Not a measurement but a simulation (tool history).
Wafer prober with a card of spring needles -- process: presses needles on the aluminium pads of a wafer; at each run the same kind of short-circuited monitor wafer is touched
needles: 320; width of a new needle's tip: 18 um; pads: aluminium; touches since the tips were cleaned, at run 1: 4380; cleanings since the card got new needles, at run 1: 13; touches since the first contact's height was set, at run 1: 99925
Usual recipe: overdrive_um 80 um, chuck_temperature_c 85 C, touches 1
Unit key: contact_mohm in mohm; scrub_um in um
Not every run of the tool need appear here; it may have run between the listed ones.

run,day,overdrive_um,chuck_temperature_c,touches,touches since the tips were cleaned,cleanings since the card got new needles,touches since the first contact's height was set,contact_mohm,scrub_um
1,0.000,80,85,1,4380,13,99925,248,13.15
# day 0.108: tips cleaned on abrasive film
2,0.188,80,85,1,1298,14,102997,229,13.11
3,0.396,80,85,1,4854,14,106553,248,13.12
# day 0.500: tips cleaned on abrasive film
4,0.762,80,85,1,4473,15,112730,243,13.12
# day 0.883: tips cleaned on abrasive film
5,1.121,80,85,1,4047,16,118712,243,13.13
# day 1.242: tips cleaned on abrasive film
6,1.458,80,27,1,3667,17,124372,235,13.10
# day 1.621: tips cleaned on abrasive film
7,1.775,80,27,1,2590,18,129643,232,13.07
# day 1.917: height of the first contact set anew
# day 2.004: tips cleaned on abrasive film
8,2.021,80,96,1,349,19,1754,217,13.36
9,2.312,80,96,1,5260,19,6665,247,13.36
# day 2.371: tips cleaned on abrasive film
10,2.575,80,96,1,3445,20,11050,243,13.36
# day 2.733: tips cleaned on abrasive film
11,2.838,80,85,1,1744,21,15420,234,13.38
12,3.025,80,85,1,4902,21,18578,245,13.31
# day 3.104: tips cleaned on abrasive film
13,3.417,80,85,1,5269,22,25131,248,13.31
# day 3.488: tips cleaned on abrasive film
14,3.842,80,112,1,6011,23,32291,256,13.28
# day 3.875: tips cleaned on abrasive film
15,4.121,80,112,1,4122,24,36915,251,13.29
# day 4.246: tips cleaned on abrasive film
16,4.496,80,112,1,4278,25,43261,249,13.30
# day 4.608: tips cleaned on abrasive film
17,4.796,80,112,1,3218,26,48249,248,13.26

What will run 18 give?
# day 4.983: tips cleaned on abrasive film
18,5.138,80,112,1,2587,27,53929,?,?

Run 18 gave contact_mohm 241 mohm, scrub_um 13.24 um.
Without the tool's hidden state the same run would have given contact_mohm 210 mohm, scrub_um 13.39 um.
